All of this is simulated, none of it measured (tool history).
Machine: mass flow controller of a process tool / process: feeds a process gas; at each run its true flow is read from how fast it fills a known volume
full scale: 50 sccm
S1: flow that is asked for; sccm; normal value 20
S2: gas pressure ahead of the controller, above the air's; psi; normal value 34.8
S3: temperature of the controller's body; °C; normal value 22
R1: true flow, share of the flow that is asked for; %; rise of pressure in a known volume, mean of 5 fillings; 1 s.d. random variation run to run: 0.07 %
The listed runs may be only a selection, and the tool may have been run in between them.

run,day,S1,S2,S3,R1
1,0.000,20,34.8,22,97.55
2,15.592,20,34.8,22,97.36
3,30.283,20,34.8,35,95.99
4,41.333,20,34.8,35,95.89
5,51.292,20,34.8,35,95.65
6,62.888,20,34.8,35,95.45
7,72.508,20,34.8,35,95.26
8,84.208,20,34.8,35,95.01
9,99.704,20,34.8,35,94.97
10,107.400,20,34.8,35,94.69
11,123.183,20,34.8,27,95.05
12,135.938,20,34.8,27,94.80
13,146.088,7,38.6,38,92.15
14,157.150,20,30.0,22,94.61
15,171.446,20,30.0,22,94.38
16,187.046,15,35.1,31,93.21
17,199.975,15,35.1,31,92.87
18,207.258,26,34.8,28,93.96
19,221.800,26,34.8,28,93.58
20,230.362,26,34.8,28,93.45
21,237.733,30,22.8,28,93.47
22,244.854,30,22.8,28,93.31
23,255.933,30,22.8,33,92.65

Predict each of these 5 candidate next runs independently; none follows another, all start after run 23:
# day 257.512: controller exchanged for a calibrated one
A,266.588,11,26.0,22,?
# day 257.512: controller exchanged for a calibrated one
B,266.588,20,22.3,22,?
# day 257.512: controller exchanged for a calibrated one
C,266.588,30,33.4,20,?
# day 257.512: controller exchanged for a calibrated one
D,266.588,11,22.8,33,?
# day 257.512: controller exchanged for a calibrated one
E,266.588,17,26.0,25,?

run,R1
A,97.79
B,98.17
C,99.08
D,96.84
E,97.77
With the hidden condition removed and each run's random variation left untouched, the same runs would have given:
run,R1
A,98.41
B,98.65
C,99.51
D,97.46
E,98.28

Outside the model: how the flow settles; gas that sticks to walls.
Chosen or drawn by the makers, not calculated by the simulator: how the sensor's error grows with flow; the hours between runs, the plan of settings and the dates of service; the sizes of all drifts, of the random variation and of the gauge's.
